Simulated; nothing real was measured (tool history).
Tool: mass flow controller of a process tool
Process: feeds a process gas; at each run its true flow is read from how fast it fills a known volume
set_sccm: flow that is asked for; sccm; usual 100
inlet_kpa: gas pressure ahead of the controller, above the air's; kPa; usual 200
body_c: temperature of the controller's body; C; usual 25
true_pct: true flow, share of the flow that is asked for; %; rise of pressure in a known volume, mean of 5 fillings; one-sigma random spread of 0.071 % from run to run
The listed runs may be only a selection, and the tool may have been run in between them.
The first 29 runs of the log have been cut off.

run    hour  set_sccm  inlet_kpa  body_c  true_pct
 30  4256.5       128        156      32    100.09
 31    4388        43        229      22     99.61
 32  4495.6        53        229      34    100.74
 33  4634.5        22        229      26     99.91
 34    4778        22        229      26     99.82
 35  4937.3        22        229      26     99.92
 36  5121.8        52        142      27     99.57
 37  5245.4        82        200      25     99.76
 38  5414.4        82        265      25    100.17
 39  5528.9        32        176      25      99.6
 40  5646.1        32        176      25      99.6
 41  5778.6        65        143      26     99.56
 42  5927.8        65        143      39    100.53
 43  6033.5        79        220      28    100.29
 44  6236.7        56        157      25     99.56

Forecast each of these 3 alternatives for the next run:
  A  6445.2        32        186      25         ?
  B  6445.2       108        200      37         ?
  C  6445.2       100        161      25         ?

run  true_pct
  A     99.66
  B    100.83
  C     99.56
With no hidden state in the tool, these same runs would have given:
run  true_pct
  A     99.65
  B    100.83
  C     99.56
